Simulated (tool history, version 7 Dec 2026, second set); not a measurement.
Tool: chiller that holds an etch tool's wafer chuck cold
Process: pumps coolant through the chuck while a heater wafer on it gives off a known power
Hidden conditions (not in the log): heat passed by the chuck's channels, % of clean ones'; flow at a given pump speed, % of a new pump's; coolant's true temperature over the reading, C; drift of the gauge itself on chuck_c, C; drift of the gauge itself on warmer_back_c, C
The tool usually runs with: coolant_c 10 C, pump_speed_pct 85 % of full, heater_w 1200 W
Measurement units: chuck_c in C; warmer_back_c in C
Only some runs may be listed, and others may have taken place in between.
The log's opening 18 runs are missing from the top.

run,day,coolant_c,pump_speed_pct,heater_w,hours since the coolant was changed and the channels were flushed,hours since the pump was overhauled,hours since the chiller's thermometer was calibrated,chuck_c,warmer_back_c
19,18.629,16,80,893,4502,903,34,21.97,2.40
20,19.438,2,95,1086,4521,922,53,8.36,2.40
21,20.304,2,95,1086,4542,943,74,8.28,2.40
22,20.929,17,95,953,4557,958,89,22.51,2.09
23,22.179,15,77,1200,4587,988,119,23.22,3.36
24,23.342,15,77,1200,4615,1016,147,23.21,3.38
25,24.183,15,78,1733,4635,1036,167,26.77,4.84
26,25.088,10,71,1200,4657,1058,189,18.74,3.72
27,26.417,10,97,701,4689,1090,220,14.05,1.50
28,27.329,10,97,701,4711,1112,242,14.04,1.48
29,28.658,10,97,701,4743,1144,274,14.04,1.53
30,29.342,15,85,1200,4759,1160,291,22.63,3.02
31,30.729,13,67,758,4792,1193,324,18.76,2.53

Forecast each of these 3 alternatives for the next run:
A,31.525,9,73,758,4811,1212,343,?,?
B,31.525,13,80,1300,4811,1212,343,?,?
C,31.525,13,67,770,4811,1212,343,?,?

run,chuck_c,warmer_back_c
A,14.50,2.28
B,21.69,3.48
C,18.87,2.58
Stripped of hidden state, with their random variation kept, the same runs would have yielded:
run,chuck_c,warmer_back_c
A,13.99,2.26
B,20.85,3.45
C,18.31,2.55
